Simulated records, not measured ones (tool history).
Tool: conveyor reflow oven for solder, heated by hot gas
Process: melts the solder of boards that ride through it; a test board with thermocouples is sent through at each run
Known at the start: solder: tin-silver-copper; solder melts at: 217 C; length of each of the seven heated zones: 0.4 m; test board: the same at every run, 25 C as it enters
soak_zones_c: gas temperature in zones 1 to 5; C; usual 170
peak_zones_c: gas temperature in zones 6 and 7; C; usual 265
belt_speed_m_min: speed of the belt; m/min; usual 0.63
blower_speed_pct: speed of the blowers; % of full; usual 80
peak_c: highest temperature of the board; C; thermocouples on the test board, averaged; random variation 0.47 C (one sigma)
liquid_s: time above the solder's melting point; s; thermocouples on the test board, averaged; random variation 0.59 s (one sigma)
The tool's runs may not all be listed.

run    hour  soak_zones_c  peak_zones_c  belt_speed_m_min  blower_speed_pct  peak_c  liquid_s
  1       0           170           265              0.63                80   244.4      49.9
  2    53.5           170           272              0.63                80   249.2      53.7
  3    91.4           170           264              0.63                80   240.9      46.4
  4   121.9           170           264              0.63                80   241.7      45.2
  5   147.7           170           264              0.63                80   241.6      43.8
  6   190.4           170           264              0.63                80   241.4      45.1
  7   244.3           170           280              0.63                80   252.9      55.8
  8   280.7           170           280              0.63                80   253.8      55.4
  9   324.4           170           280              0.63                80   253.7      55.5
 10   388.8           170           280              0.63                80   260.3      62.4
 11   416.5           170           280              0.63                80   260.7      62.5
 12   466.8           170           280              0.63                80   259.1      60.1
 13   527.4           170           280              0.63                80   261.7      62.5
 14   564.3           170           265             0.589                80   250.3      59.7
 15   606.4           170           265             0.589                80   249.6      59.5
 16   660.2           183           256              0.67                67   236.9      43.1
 17   714.9           183           256              0.67                67     237      42.1
 18   769.1           169           255             0.756                67   228.1      19.2
 19   828.8           169           255             0.756                67   226.6      19.4
 20   870.2           163           265             0.684                71     241      40.6
 21     915           163           265             0.684                71   242.3      41.8
 22   964.6           163           265             0.684                71   241.6      38.8
 23   991.6           164           265             0.684                53   233.7      29.7
 24  1038.5           164           265             0.684                53   233.9      28.8
 25  1087.7           164           265             0.684                53   233.6      28.9
 26  1143.3           172           265             0.684                56   236.3      34.9
 27    1190           168           262              0.63                80   243.4      49.6
 28  1219.6           172           265             0.631                80   246.4      53.3
 29  1270.2           170           268              0.63                87   249.6      55.3

Not shown: 4 entries that the log had between the listed runs. Between which runs, and how does the tool's hidden state differ before and after?
Between runs 1 and 2: flux residue cleaned out of gas plates and filters (hour 45.1)
  heat that the gas passes to the board, % of a clean oven's: 88.3 -> 82.9; belt's true speed, % of the reading: 98.64 -> 98.59; true gas temperature in zones 6 and 7 over the reading, C: -0.91 -> -1
  measured less the result without the state, peak_c: -3.8 -> -5.9 C; liquid_s: -3.4 -> -4.9 s
Between runs 9 and 10: flux residue cleaned out of gas plates and filters, once more (hour 376.2)
  heat that the gas passes to the board, % of a clean oven's: 77.3 -> 99.1; belt's true speed, % of the reading: 98.3 -> 98.24; true gas temperature in zones 6 and 7 over the reading, C: -1.54 -> -1.65
  measured less the result without the state, peak_c: -8.9 -> -1.1 C; liquid_s: -6.1 -> +0.5 s
Between runs 12 and 13: thermocouples of zones 6 and 7 changed (hour 486.1)
  heat that the gas passes to the board, % of a clean oven's: 97.2 -> 95.8; belt's true speed, % of the reading: 98.15 -> 98.09; true gas temperature in zones 6 and 7 over the reading, C: -1.81 -> 0.16
  measured less the result without the state, peak_c: -1.8 -> -0.4 C; liquid_s: +0.1 -> +0.9 s
Between runs 19 and 20: flux residue cleaned out of gas plates and filters (hour 870.2)
  heat that the gas passes to the board, % of a clean oven's: 88.7 -> 99.4; belt's true speed, % of the reading: 97.78 -> 97.74; true gas temperature in zones 6 and 7 over the reading, C: -0.46 -> -0.53
  measured less the result without the state, peak_c: -3 -> +0.2 C; liquid_s: -4.5 -> +1.4 s

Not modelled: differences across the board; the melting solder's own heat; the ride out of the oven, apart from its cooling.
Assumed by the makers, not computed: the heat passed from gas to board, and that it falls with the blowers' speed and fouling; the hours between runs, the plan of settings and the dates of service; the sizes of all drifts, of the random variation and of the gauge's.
